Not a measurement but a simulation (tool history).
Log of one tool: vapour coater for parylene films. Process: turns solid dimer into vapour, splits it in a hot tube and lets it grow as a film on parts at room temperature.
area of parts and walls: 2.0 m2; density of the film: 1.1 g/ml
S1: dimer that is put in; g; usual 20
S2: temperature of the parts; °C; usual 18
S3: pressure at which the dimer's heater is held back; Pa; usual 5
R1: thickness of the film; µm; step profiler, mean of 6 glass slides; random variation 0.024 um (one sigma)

run,day,S1,S2,S3,R1
1,0,20,18,5,3.89
2,0.646,20,18,5,3.84
3,1.638,20,18,5,3.79
4,2.138,20,18,5,3.81
5,2.667,20,18,5,3.8
6,3.371,25,18,5,4.7
7,4.329,20,18,5,3.72
8,4.829,20,18,5,3.76
9,5.362,20,30,5,3.1
10,5.929,20,30,5,3.07
11,6.438,20,30,5,3.06
12,7.304,20,30,5,3.04
# day 7.521: trap's valve overhauled
13,8.45,17,20,2.09,3.89
14,8.929,17,20,2.09,3.85
15,9.375,17,20,2.09,3.85
16,9.804,17,20,2.09,3.86
17,10.296,17,20,2.09,3.83
18,11.042,24,28,4.38,4.21
19,11.883,16,18,5,3.18
20,12.429,34,17,6.05,6.68
21,13.362,34,17,6.05,6.64
22,14.35,16,18,7.68,2.95
23,15.208,12,18,11.46,2.05
24,16.008,8,16,3.17,1.75

Forecast each of these 5 alternatives for the next run:
A,16.7,20,22,5,?
B,16.7,18,18,3.04,?
C,16.7,17,11,5.88,?
D,16.7,20,13,5,?
E,16.7,8,18,7.01,?

run,R1
A,3.66
B,3.79
C,3.62
D,4.15
E,1.46
Without the tool's hidden state the same runs would have given:
run,R1
A,3.93
B,4.06
C,3.88
D,4.45
E,1.57

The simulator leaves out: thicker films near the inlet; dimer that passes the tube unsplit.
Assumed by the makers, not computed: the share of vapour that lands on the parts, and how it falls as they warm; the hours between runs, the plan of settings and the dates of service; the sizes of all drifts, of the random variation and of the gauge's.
